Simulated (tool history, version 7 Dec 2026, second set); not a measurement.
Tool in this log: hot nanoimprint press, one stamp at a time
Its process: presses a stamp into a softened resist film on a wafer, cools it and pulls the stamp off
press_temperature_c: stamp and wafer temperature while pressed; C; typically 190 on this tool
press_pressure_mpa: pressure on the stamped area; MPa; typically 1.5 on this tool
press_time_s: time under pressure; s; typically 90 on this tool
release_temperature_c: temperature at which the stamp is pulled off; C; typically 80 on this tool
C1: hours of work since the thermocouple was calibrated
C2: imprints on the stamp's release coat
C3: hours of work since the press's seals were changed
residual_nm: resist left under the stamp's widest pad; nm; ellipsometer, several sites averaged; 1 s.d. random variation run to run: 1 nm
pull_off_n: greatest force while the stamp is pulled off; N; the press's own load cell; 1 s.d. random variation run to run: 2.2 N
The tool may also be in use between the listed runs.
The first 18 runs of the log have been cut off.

{"run": 19, "day": 20.1, "press_temperature_c": 190, "press_pressure_mpa": 1.5, "press_time_s": 49, "release_temperature_c": 83, "C1": 163, "C2": 309, "C3": 1031, "residual_nm": 249.3, "pull_off_n": 144}
{"run": 20, "day": 21.508, "press_temperature_c": 199, "press_pressure_mpa": 1.61, "press_time_s": 81, "release_temperature_c": 65, "C1": 186, "C2": 487, "C3": 1054, "residual_nm": 132.9, "pull_off_n": 206}
{"run": 21, "day": 22.725, "press_temperature_c": 199, "press_pressure_mpa": 2.21, "press_time_s": 81, "release_temperature_c": 65, "C1": 205, "C2": 641, "C3": 1073, "residual_nm": 114.9, "pull_off_n": 211}
{"day": 23.108, "done": "stamp cleaned and given a new release coat"}
{"run": 22, "day": 23.742, "press_temperature_c": 199, "press_pressure_mpa": 2.21, "press_time_s": 133, "release_temperature_c": 71, "C1": 218, "C2": 81, "C3": 1085, "residual_nm": 91.8, "pull_off_n": 182}
{"run": 23, "day": 24.608, "press_temperature_c": 190, "press_pressure_mpa": 1.21, "press_time_s": 90, "release_temperature_c": 80, "C1": 232, "C2": 190, "C3": 1099, "residual_nm": 218.6, "pull_off_n": 150}
{"run": 24, "day": 25.346, "press_temperature_c": 179, "press_pressure_mpa": 1.21, "press_time_s": 55, "release_temperature_c": 80, "C1": 243, "C2": 284, "C3": 1111, "residual_nm": 387.7, "pull_off_n": 156}
{"run": 25, "day": 26.025, "press_temperature_c": 186, "press_pressure_mpa": 2.28, "press_time_s": 98, "release_temperature_c": 67, "C1": 254, "C2": 370, "C3": 1122, "residual_nm": 193.5, "pull_off_n": 206}
{"run": 26, "day": 26.871, "press_temperature_c": 190, "press_pressure_mpa": 1.23, "press_time_s": 176, "release_temperature_c": 80, "C1": 268, "C2": 477, "C3": 1136, "residual_nm": 165.8, "pull_off_n": 158}
{"run": 27, "day": 27.638, "press_temperature_c": 190, "press_pressure_mpa": 1.23, "press_time_s": 162, "release_temperature_c": 80, "C1": 280, "C2": 574, "C3": 1148, "residual_nm": 171.3, "pull_off_n": 157}
{"day": 28.592, "done": "stamp cleaned and given a new release coat"}
{"day": 28.962, "done": "plate thermocouple calibrated"}
{"run": 28, "day": 29.229, "press_temperature_c": 191, "press_pressure_mpa": 1, "press_time_s": 88, "release_temperature_c": 86, "C1": 4, "C2": 64, "C3": 1168, "residual_nm": 226.6, "pull_off_n": 127}
{"run": 29, "day": 30.162, "press_temperature_c": 182, "press_pressure_mpa": 1.5, "press_time_s": 122, "release_temperature_c": 80, "C1": 19, "C2": 183, "C3": 1183, "residual_nm": 257.5, "pull_off_n": 155}
{"run": 30, "day": 31.592, "press_temperature_c": 198, "press_pressure_mpa": 1.68, "press_time_s": 47, "release_temperature_c": 86, "C1": 42, "C2": 364, "C3": 1206, "residual_nm": 173.2, "pull_off_n": 136}

3 options for the next run, each taken on its own from the tool as it stands now. Forecast them:
{"run": "A", "day": 33.117, "press_temperature_c": 198, "press_pressure_mpa": 1.68, "press_time_s": 47, "release_temperature_c": 71, "C1": 67, "C2": 557, "C3": 1230, "residual_nm": "?", "pull_off_n": "?"}
{"run": "B", "day": 33.117, "press_temperature_c": 199, "press_pressure_mpa": 1.06, "press_time_s": 48, "release_temperature_c": 80, "C1": 67, "C2": 557, "C3": 1230, "residual_nm": "?", "pull_off_n": "?"}
{"run": "C", "day": 33.117, "press_temperature_c": 197, "press_pressure_mpa": 1.93, "press_time_s": 47, "release_temperature_c": 78, "C1": 67, "C2": 557, "C3": 1230, "residual_nm": "?", "pull_off_n": "?"}

run=A residual_nm=175.3 pull_off_n=194
run=B residual_nm=204.6 pull_off_n=161
run=C residual_nm=170.9 pull_off_n=165
Take away the tool's hidden state, keep each run's random variation, and the runs would have read:
run=A residual_nm=167.8 pull_off_n=175
run=B residual_nm=198.2 pull_off_n=145
run=C residual_nm=162.8 pull_off_n=149
